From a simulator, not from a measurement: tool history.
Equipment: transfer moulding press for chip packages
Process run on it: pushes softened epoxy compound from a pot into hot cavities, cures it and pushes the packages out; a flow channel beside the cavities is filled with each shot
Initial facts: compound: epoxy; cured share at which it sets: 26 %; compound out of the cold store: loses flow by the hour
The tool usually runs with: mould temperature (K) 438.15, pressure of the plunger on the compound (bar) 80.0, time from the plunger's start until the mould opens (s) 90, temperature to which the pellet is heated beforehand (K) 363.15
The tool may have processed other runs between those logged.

run   hour  mould temperature (K)  pressure of the plunger on the compound (bar)  time from the plunger's start until the mould opens (s)  temperature to which the pellet is heated beforehand (K)  incoming compound's hours out of the cold store  length that the compound runs in the flow channel (mm)  greatest force on the pins that push the packages out (N)
  1    0.0                 438.15                                           80.0                                                       90                                                    363.15                                             36.2                                                     603                                                        299
  2   17.8                 438.15                                           80.0                                                       90                                                    363.15                                             26.8                                                     635                                                        342
  3   33.5                 438.15                                           80.0                                                       90                                                    363.15                                             34.1                                                     609                                                        356
  4   51.5                 438.15                                           80.0                                                       90                                                    363.15                                             47.3                                                     565                                                        383
      59.3  -- cavities cleaned with cleaning compound and waxed
  5   70.1                 438.15                                           80.0                                                       90                                                    367.15                                             20.2                                                     660                                                        293
  6   93.9                 438.15                                           80.0                                                       90                                                    367.15                                             30.8                                                     620                                                        336
  7  111.0                 438.15                                           80.0                                                       90                                                    367.15                                             34.4                                                     604                                                        368
  8  133.4                 438.15                                           80.0                                                       90                                                    367.15                                             21.5                                                     650                                                        414
     135.8  -- cavities cleaned with cleaning compound and waxed
  9  149.8                 438.15                                           80.0                                                       90                                                    367.15                                             37.4                                                     592                                                        277
 10  172.1                 438.15                                           80.0                                                       90                                                    358.15                                             18.3                                                     665                                                        372
 11  189.6                 438.15                                           80.0                                                       90                                                    358.15                                             33.0                                                     611                                                        380
 12  205.8                 438.15                                           80.0                                                      112                                                    358.15                                             15.7                                                     678                                                        310
     212.3  -- cavities cleaned with cleaning compound and waxed
 13  230.8                 438.15                                           80.0                                                       90                                                    360.15                                             31.4                                                     612                                                        302
 14  250.4                 438.15                                           80.0                                                       73                                                    360.15                                             28.7                                                     623                                                        576
 15  263.9                 434.15                                           80.0                                                       72                                                    363.15                                             30.4                                                     631                                                        810
     276.9  -- plunger's sealing rings changed
 16  276.9                 434.15                                           80.0                                                       72                                                    363.15                                             15.9                                                     710                                                        912
     290.6  -- cavities cleaned with cleaning compound and waxed
 17  296.5                 434.15                                           80.0                                                       72                                                    363.15                                             43.5                                                     599                                                        530
 18  314.3                 441.15                                           80.0                                                       90                                                    364.15                                             18.6                                                     671                                                        271
 19  336.1                 441.15                                           80.0                                                       90                                                    364.15                                             24.1                                                     649                                                        295
 20  351.3                 446.15                                           97.1                                                       84                                                    360.15                                             14.5                                                     736                                                        304
     367.0  -- cavities cleaned with cleaning compound and waxed
 21  370.4                 436.15                                           70.4                                                      104                                                    372.15                                             20.9                                                     629                                                        213
     379.2  -- mould's thermocouples calibrated
 22  386.2                 436.15                                           70.4                                                      104                                                    372.15                                             19.0                                                     635                                                        244
 23  404.6                 436.15                                           80.0                                                       85                                                    363.15                                             45.4                                                     574                                                        408
 24  423.0                 436.15                                           80.0                                                       85                                                    363.15                                             35.7                                                     612                                                        466
     445.9  -- cavities cleaned with cleaning compound and waxed
 25  445.9                 435.15                                           76.9                                                      128                                                    366.15                                             44.0                                                     572                                                        175
 26  469.2                 440.15                                           64.5                                                      128                                                    354.15                                             47.8                                                     498                                                        208
 27  479.4                 433.15                                           64.5                                                      128                                                    356.15                                             33.3                                                     567                                                        250
 28  497.6                 437.15                                           64.5                                                      128                                                    362.15                                             11.6                                                     631                                                        258

4 options for the next run, each taken on its own from the tool as it stands now. Forecast them:
  A  519.7                 437.15                                           64.5                                                       71                                                    357.15                                             24.0                                                       ?                                                          ?
  B  519.7                 439.15                                           64.5                                                       78                                                    353.15                                             32.0                                                       ?                                                          ?
  C  519.7                 435.15                                           64.5                                                      128                                                    362.15                                             31.1                                                       ?                                                          ?
  D  519.7                 437.15                                           99.5                                                       72                                                    362.15                                             41.2                                                       ?                                                          ?

run  length that the compound runs in the flow channel (mm)  greatest force on the pins that push the packages out (N)
  A                                                     583                                                        767
  B                                                     549                                                        512
  C                                                     557                                                        292
  D                                                     652                                                        687
What these runs would have given with no unlogged condition in the tool:
run  length that the compound runs in the flow channel (mm)  greatest force on the pins that push the packages out (N)
  A                                                     596                                                        448
  B                                                     561                                                        300
  C                                                     569                                                        172
  D                                                     666                                                        400

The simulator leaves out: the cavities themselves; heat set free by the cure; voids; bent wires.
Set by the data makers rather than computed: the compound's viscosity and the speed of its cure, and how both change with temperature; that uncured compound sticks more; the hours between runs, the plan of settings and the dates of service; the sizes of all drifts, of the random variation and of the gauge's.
